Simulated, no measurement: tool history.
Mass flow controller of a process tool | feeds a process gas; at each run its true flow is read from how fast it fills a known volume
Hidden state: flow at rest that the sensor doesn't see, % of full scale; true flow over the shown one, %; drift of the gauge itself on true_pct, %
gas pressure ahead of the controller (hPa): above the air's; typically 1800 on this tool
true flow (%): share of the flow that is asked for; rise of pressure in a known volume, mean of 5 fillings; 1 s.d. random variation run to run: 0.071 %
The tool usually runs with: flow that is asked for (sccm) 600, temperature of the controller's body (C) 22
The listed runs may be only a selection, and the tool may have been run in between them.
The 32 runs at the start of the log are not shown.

run	hour	flow that is asked for (sccm)	gas pressure ahead of the controller (hPa)	temperature of the controller's body (C)	hours of work since the controller was set to zero	hours of work since the controller was changed	true flow (%)
33	11893.4	637	2230	31	3338	3338	100.18
34	12123.3	637	2230	31	3439	3439	100.13
35	12517.4	347	1860	39	3612	3612	100.79
36	12931.3	816	1500	32	3794	3794	100.75
37	13279.8	787	2250	21	3947	3947	99.56
38	13711.5	775	1540	22	4137	4137	99.85
39	14029.2	775	1540	22	4276	4276	99.89
40	14494.8	600	1490	22	4481	4481	99.78
41	14936.6	114	2180	22	4675	4675	99.30
42	15207.0	114	2180	22	4793	4793	99.30
43	15682.6	636	1540	32	5002	5002	100.64
# hour 15839.7: controller's zero set anew
44	16086.5	636	1540	32	108	5179	100.46
45	16545.4	600	2490	25	310	5381	99.56
46	17061.9	150	1800	22	537	5608	99.37
47	17475.0	600	1720	21	718	5789	99.55

Branching from run 47: 4 alternative next runs. What would each branch give?
A	17822.5	608	1500	25	871	5942	?
B	17822.5	229	1720	33	871	5942	?
C	17822.5	758	2330	23	871	5942	?
D	17822.5	600	1690	37	871	5942	?

run	true flow (%)
A	100.01
B	100.52
C	99.54
D	100.91
What these runs would have given with no unlogged condition in the tool:
run	true flow (%)
A	100.01
B	100.51
C	99.54
D	100.91
